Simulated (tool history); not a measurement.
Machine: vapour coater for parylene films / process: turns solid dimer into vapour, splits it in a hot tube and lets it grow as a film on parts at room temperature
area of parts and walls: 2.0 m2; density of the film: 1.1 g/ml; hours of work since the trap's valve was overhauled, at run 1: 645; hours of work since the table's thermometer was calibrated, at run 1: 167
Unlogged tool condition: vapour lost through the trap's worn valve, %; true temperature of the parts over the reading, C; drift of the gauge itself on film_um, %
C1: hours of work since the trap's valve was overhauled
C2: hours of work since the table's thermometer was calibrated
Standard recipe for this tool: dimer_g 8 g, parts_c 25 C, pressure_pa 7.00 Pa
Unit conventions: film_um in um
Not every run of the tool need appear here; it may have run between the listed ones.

run 1 day=0.000 | dimer_g=8 parts_c=25 pressure_pa=7.00 | C1=645 C2=167 | film_um=1.97
run 2 day=0.558 | dimer_g=12 parts_c=25 pressure_pa=7.00 | C1=653 C2=176 | film_um=2.92
run 3 day=1.175 | dimer_g=12 parts_c=25 pressure_pa=3.82 | C1=662 C2=185 | film_um=3.27
-- day=1.475 trap's valve overhauled
run 4 day=1.708 | dimer_g=12 parts_c=25 pressure_pa=3.82 | C1=3 C2=190 | film_um=3.23
run 5 day=2.354 | dimer_g=12 parts_c=25 pressure_pa=3.82 | C1=13 C2=200 | film_um=3.23
run 6 day=2.808 | dimer_g=12 parts_c=25 pressure_pa=3.82 | C1=20 C2=207 | film_um=3.23
run 7 day=3.408 | dimer_g=8 parts_c=25 pressure_pa=7.00 | C1=29 C2=216 | film_um=1.91
run 8 day=3.846 | dimer_g=8 parts_c=25 pressure_pa=7.00 | C1=35 C2=222 | film_um=1.90
run 9 day=4.317 | dimer_g=8 parts_c=25 pressure_pa=7.00 | C1=42 C2=229 | film_um=1.85
run 10 day=4.654 | dimer_g=8 parts_c=25 pressure_pa=7.00 | C1=47 C2=234 | film_um=1.88
-- day=5.342 trap's valve overhauled, once more
run 11 day=5.362 | dimer_g=8 parts_c=25 pressure_pa=7.00 | C1=0 C2=242 | film_um=2.09
run 12 day=5.879 | dimer_g=8 parts_c=25 pressure_pa=7.00 | C1=8 C2=250 | film_um=2.11
run 13 day=6.417 | dimer_g=8 parts_c=25 pressure_pa=7.00 | C1=16 C2=258 | film_um=2.10
run 14 day=6.921 | dimer_g=8 parts_c=25 pressure_pa=7.00 | C1=24 C2=266 | film_um=2.15
run 15 day=7.629 | dimer_g=8 parts_c=25 pressure_pa=7.00 | C1=34 C2=276 | film_um=2.12
run 16 day=8.133 | dimer_g=10 parts_c=25 pressure_pa=7.00 | C1=42 C2=284 | film_um=2.62
run 17 day=8.596 | dimer_g=9 parts_c=25 pressure_pa=9.27 | C1=48 C2=291 | film_um=2.21
run 18 day=8.946 | dimer_g=8 parts_c=34 pressure_pa=2.13 | C1=54 C2=296 | film_um=2.06
run 19 day=9.462 | dimer_g=8 parts_c=34 pressure_pa=2.13 | C1=61 C2=303 | film_um=2.00
run 20 day=9.871 | dimer_g=6 parts_c=18 pressure_pa=7.00 | C1=67 C2=310 | film_um=1.90
run 21 day=10.412 | dimer_g=6 parts_c=18 pressure_pa=7.00 | C1=76 C2=318 | film_um=1.89
run 22 day=11.042 | dimer_g=6 parts_c=18 pressure_pa=7.00 | C1=85 C2=327 | film_um=1.87
run 23 day=11.662 | dimer_g=6 parts_c=35 pressure_pa=7.00 | C1=94 C2=336 | film_um=1.18
run 24 day=12.154 | dimer_g=10 parts_c=25 pressure_pa=6.37 | C1=102 C2=344 | film_um=2.63
run 25 day=12.804 | dimer_g=6 parts_c=32 pressure_pa=5.40 | C1=111 C2=353 | film_um=1.37
run 26 day=13.400 | dimer_g=10 parts_c=23 pressure_pa=5.40 | C1=120 C2=362 | film_um=2.87
run 27 day=13.954 | dimer_g=10 parts_c=23 pressure_pa=5.40 | C1=128 C2=370 | film_um=2.90
run 28 day=14.454 | dimer_g=7 parts_c=25 pressure_pa=7.00 | C1=136 C2=378 | film_um=1.81
run 29 day=14.996 | dimer_g=7 parts_c=22 pressure_pa=5.92 | C1=144 C2=386 | film_um=2.09

Each row is a separate what-if for the run after 29, all from the same tool condition, not one after another. Results?
run A day=15.679 | dimer_g=5 parts_c=29 pressure_pa=5.92 | C1=154 C2=396 | film_um=?
run B day=15.679 | dimer_g=12 parts_c=26 pressure_pa=4.23 | C1=154 C2=396 | film_um=?
run C day=15.679 | dimer_g=11 parts_c=37 pressure_pa=9.97 | C1=154 C2=396 | film_um=?
run D day=15.679 | dimer_g=7 parts_c=17 pressure_pa=5.92 | C1=154 C2=396 | film_um=?
run E day=15.679 | dimer_g=3 parts_c=28 pressure_pa=7.00 | C1=154 C2=396 | film_um=?

run=A film_um=1.17
run=B film_um=3.37
run=C film_um=1.90
run=D film_um=2.37
run=E film_um=0.73
The same runs, with their run-to-run variation unchanged, on a tool lacking any hidden condition would have given:
run=A film_um=1.19
run=B film_um=3.44
run=C film_um=1.94
run=D film_um=2.42
run=E film_um=0.74
